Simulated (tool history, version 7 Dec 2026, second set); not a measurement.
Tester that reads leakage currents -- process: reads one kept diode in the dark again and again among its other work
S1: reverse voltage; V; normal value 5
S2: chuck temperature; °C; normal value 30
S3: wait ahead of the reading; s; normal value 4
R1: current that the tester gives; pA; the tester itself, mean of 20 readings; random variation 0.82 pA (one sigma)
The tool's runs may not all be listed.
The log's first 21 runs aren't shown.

run   hour     S1  S2    S3       R1
 22  514.1   1.38  46  2.51   584.81
 23  539.5    1.4  42  2.58   447.01
 24  563.2    1.4  42  2.58   444.52
 25  587.3    1.4  42  2.58   444.04
 26    607   4.63  33     4   336.13
 27    629   4.63  33     4   335.23
 28  653.5   7.42  30  0.96   309.68
 29  674.6      5  36     4   428.86
 30  692.8    1.1  47  1.95   586.06
 31  718.2    1.1  47  1.95   583.88
 32  733.9    1.1  47  1.95   581.18
 33  764.3   3.76  50  1.47  1042.49
 34  791.7      5  48  1.06   995.14
 35  812.9  10.83  38  0.52   630.37
 36  847.3  10.83  38  0.52   633.43
 37    873      5  38  1.24   494.04
 38  888.1      5  30  7.81   274.38
 39  912.1      5  34  2.93   368.77

Here are 3 independent what-if runs from the current tool condition. What would each one return?
  A  940.2      5  30  0.65   ?
  B  940.2  12.34  26  8.67   ?
  C  940.2   2.99  44  2.93   ?

run      R1
  A  274.22
  B  265.15
  C  646.99
Stripped of hidden state, with their random variation kept, the same runs would have yielded:
run      R1
  A  274.64
  B  265.54
  C  647.93
